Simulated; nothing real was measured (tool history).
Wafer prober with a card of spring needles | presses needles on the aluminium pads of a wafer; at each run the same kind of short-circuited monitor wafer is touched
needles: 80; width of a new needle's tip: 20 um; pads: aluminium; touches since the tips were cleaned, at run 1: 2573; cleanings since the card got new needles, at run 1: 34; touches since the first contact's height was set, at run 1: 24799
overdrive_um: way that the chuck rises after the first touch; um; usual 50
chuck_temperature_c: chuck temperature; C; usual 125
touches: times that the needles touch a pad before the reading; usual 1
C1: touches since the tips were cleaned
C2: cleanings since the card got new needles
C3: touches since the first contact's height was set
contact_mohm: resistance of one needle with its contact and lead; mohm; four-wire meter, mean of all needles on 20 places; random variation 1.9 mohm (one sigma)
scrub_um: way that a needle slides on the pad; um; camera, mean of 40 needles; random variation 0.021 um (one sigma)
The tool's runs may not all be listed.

Run 1, hour 0: usual settings; C1 2573; C2 34; C3 24799. Result: contact_mohm 422 mohm, scrub_um 6.59 um.
At hour 1.2: tips cleaned on abrasive film.
Run 2, hour 4.2: usual settings; C1 1914; C2 35; C3 27437. Result: contact_mohm 386 mohm, scrub_um 6.62 um.
At hour 6.7: tips cleaned on abrasive film.
At hour 12.2: tips cleaned on abrasive film.
Run 3, hour 12.2: usual settings; C1 0; C2 37; C3 32447. Result: contact_mohm 229 mohm, scrub_um 6.57 um.
At hour 17.4: tips cleaned on abrasive film.
Run 4, hour 19.6: usual settings; C1 1447; C2 38; C3 37188. Result: contact_mohm 370 mohm, scrub_um 6.57 um.
At hour 23.3: tips cleaned on abrasive film.
Run 5, hour 24.8: usual settings; C1 978; C2 39; C3 40474. Result: contact_mohm 316 mohm, scrub_um 6.54 um.
At hour 28.8: tips cleaned on abrasive film.
Run 6, hour 32.1: usual settings; C1 2147; C2 40; C3 45085. Result: contact_mohm 412 mohm, scrub_um 6.57 um.
At hour 34.1: tips cleaned on abrasive film.
Run 7, hour 37.7: usual settings; C1 2340; C2 41; C3 48643. Result: contact_mohm 442 mohm, scrub_um 6.56 um.
At hour 39.8: tips cleaned on abrasive film.
At hour 45.1: tips cleaned on abrasive film.
Run 8, hour 46.7: usual settings; C1 1056; C2 43; C3 54330. Result: contact_mohm 335 mohm, scrub_um 6.57 um.
At hour 51.1: tips cleaned on abrasive film.
Run 9, hour 54: usual settings; C1 1855; C2 44; C3 58943. Result: contact_mohm 407 mohm, scrub_um 6.54 um.
At hour 56.3: tips cleaned on abrasive film.
Run 10, hour 58: usual settings but overdrive_um 33 um; C1 1093; C2 45; C3 61484. Result: contact_mohm 492 mohm, scrub_um 4.26 um.
At hour 61.9: tips cleaned on abrasive film.
Run 11, hour 62.4: usual settings but touches 2; C1 273; C2 46; C3 64214. Result: contact_mohm 241 mohm, scrub_um 6.49 um.
At hour 67.7: tips cleaned on abrasive film.
Run 12, hour 69.7: usual settings but touches 2; C1 1274; C2 47; C3 68841. Result: contact_mohm 296 mohm, scrub_um 6.51 um.
At hour 73.1: tips cleaned on abrasive film.
Run 13, hour 74.3: usual settings but overdrive_um 40 um; C1 757; C2 48; C3 71783. Result: contact_mohm 383 mohm, scrub_um 5.16 um.
At hour 78.9: tips cleaned on abrasive film.
Run 14, hour 78.9: usual settings but overdrive_um 40 um; C1 0; C2 49; C3 74690. Result: contact_mohm 248 mohm, scrub_um 5.13 um.
Run 15, hour 83.6: usual settings but overdrive_um 40 um; C1 2981; C2 49; C3 77671. Result: contact_mohm 665 mohm, scrub_um 5.15 um.
At hour 84.6: tips cleaned on abrasive film.
At hour 90.2: tips cleaned on abrasive film.
Run 16, hour 91.2: usual settings but touches 3; C1 616; C2 51; C3 82462. Result: contact_mohm 243 mohm, scrub_um 6.42 um.
At hour 96: tips cleaned on abrasive film.
Run 17, hour 100.2: usual settings but touches 3; C1 2737; C2 52; C3 88221. Result: contact_mohm 303 mohm, scrub_um 6.42 um.
At hour 101.9: tips cleaned on abrasive film.
Run 18, hour 105.4: usual settings but chuck_temperature_c 75 C, touches 3; C1 2270; C2 53; C3 91476. Result: contact_mohm 296 mohm, scrub_um 6.49 um.
At hour 107.5: tips cleaned on abrasive film.
At hour 113: tips cleaned on abrasive film.
Run 19, hour 113.7: usual settings but chuck_temperature_c 75 C, touches 3; C1 448; C2 55; C3 96685. Result: contact_mohm 226 mohm, scrub_um 6.42 um.
At hour 118.5: tips cleaned on abrasive film.
At hour 121.1: height of the first contact set anew.
Run 20, hour 122.4: usual settings but chuck_temperature_c 75 C, touches 3; C1 2330; C2 56; C3 809. Result: contact_mohm 281 mohm, scrub_um 6.68 um.
At hour 124: tips cleaned on abrasive film.
At hour 129.7: tips cleaned on abrasive film.
Run 21, hour 131.6: usual settings but overdrive_um 43 um, chuck_temperature_c 49 C; C1 1276; C2 58; C3 6654. Result: contact_mohm 406 mohm, scrub_um 5.75 um.
At hour 135: tips cleaned on abrasive film.
Run 22, hour 135.9: usual settings but overdrive_um 43 um, chuck_temperature_c 49 C; C1 588; C2 59; C3 9312. Result: contact_mohm 307 mohm, scrub_um 5.71 um.
At hour 140.3: tips cleaned on abrasive film.
Run 23, hour 140.3: usual settings but overdrive_um 56 um, chuck_temperature_c 30 C; C1 0; C2 60; C3 12118. Result: contact_mohm 202 mohm, scrub_um 7.42 um.
Run 24, hour 145: usual settings but overdrive_um 56 um, chuck_temperature_c 30 C; C1 3044; C2 60; C3 15162. Result: contact_mohm 429 mohm, scrub_um 7.41 um.
At hour 146: tips cleaned on abrasive film.
At hour 151.5: tips cleaned on abrasive film.
Run 25, hour 154: usual settings but chuck_temperature_c 37 C; C1 1628; C2 62; C3 20817. Result: contact_mohm 398 mohm, scrub_um 6.69 um.
At hour 157.1: tips cleaned on abrasive film.
Run 26, hour 159.3: usual settings but overdrive_um 70 um, chuck_temperature_c 25 C; C1 1391; C2 63; C3 24128. Result: contact_mohm 274 mohm, scrub_um 9.24 um.
At hour 162.6: tips cleaned on abrasive film.
Run 27, hour 165.9: usual settings but overdrive_um 70 um, chuck_temperature_c 25 C; C1 2156; C2 64; C3 28351. Result: contact_mohm 323 mohm, scrub_um 9.26 um.
At hour 167.9: tips cleaned on abrasive film.
At hour 173.5: tips cleaned on abrasive film.
Run 28, hour 173.5: usual settings but overdrive_um 57 um; C1 0; C2 66; C3 33125. Result: contact_mohm 232 mohm, scrub_um 7.51 um.
At hour 178.8: tips cleaned on abrasive film.
Run 29, hour 178.8: usual settings but overdrive_um 60 um, chuck_temperature_c 26 C; C1 0; C2 67; C3 36475. Result: contact_mohm 207 mohm, scrub_um 7.88 um.
At hour 184.5: tips cleaned on abrasive film.
Run 30, hour 185.2: usual settings but chuck_temperature_c 36 C; C1 437; C2 68; C3 40527. Result: contact_mohm 287 mohm, scrub_um 6.58 um.

Forecast run 31:
At hour 190.1: tips cleaned on abrasive film.
Run 31, hour 192.7: usual settings but chuck_temperature_c 36 C; C1 1685; C2 69; C3 45279. Result: contact_mohm ?, scrub_um ?.

Run 31 gave contact_mohm 405 mohm, scrub_um 6.5 um.
Without the tool's hidden state the same run would have given contact_mohm 185 mohm, scrub_um 6.63 um.
